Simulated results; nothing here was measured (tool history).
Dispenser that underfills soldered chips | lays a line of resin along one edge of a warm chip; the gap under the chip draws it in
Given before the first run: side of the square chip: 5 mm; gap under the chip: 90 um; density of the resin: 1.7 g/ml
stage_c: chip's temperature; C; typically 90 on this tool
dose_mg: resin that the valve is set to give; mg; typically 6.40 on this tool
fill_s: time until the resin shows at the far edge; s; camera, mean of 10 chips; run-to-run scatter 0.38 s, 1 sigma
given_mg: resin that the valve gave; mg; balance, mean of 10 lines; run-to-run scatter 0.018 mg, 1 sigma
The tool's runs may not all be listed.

run,hour,stage_c,dose_mg,fill_s,given_mg
1,0.0,90,6.40,46.8,6.05
# hour 1.9: new syringe of resin
2,7.7,90,6.40,28.8,6.01
3,16.1,90,6.40,41.4,6.00
# hour 19.5: dispensing valve cleaned and set on the balance
# hour 20.8: new syringe of resin
4,23.4,90,6.40,24.8,6.41
5,30.7,75,6.40,56.5,6.40
6,36.5,78,6.40,65.5,6.35
# hour 38.4: new syringe of resin
7,46.1,78,6.40,47.6,6.36
# hour 56.1: new syringe of resin
8,58.4,95,7.10,20.5,7.01
9,65.2,90,8.29,33.7,8.16

For run 10, what comes out?
10,71.1,90,7.68,?,?

{"run 10": {"fill_s": 42.8, "given_mg": 7.55}}
Were there no unlogged condition in the tool, this run, its random variation unchanged, would have produced fill_s 22.0 s, given_mg 7.68 mg.

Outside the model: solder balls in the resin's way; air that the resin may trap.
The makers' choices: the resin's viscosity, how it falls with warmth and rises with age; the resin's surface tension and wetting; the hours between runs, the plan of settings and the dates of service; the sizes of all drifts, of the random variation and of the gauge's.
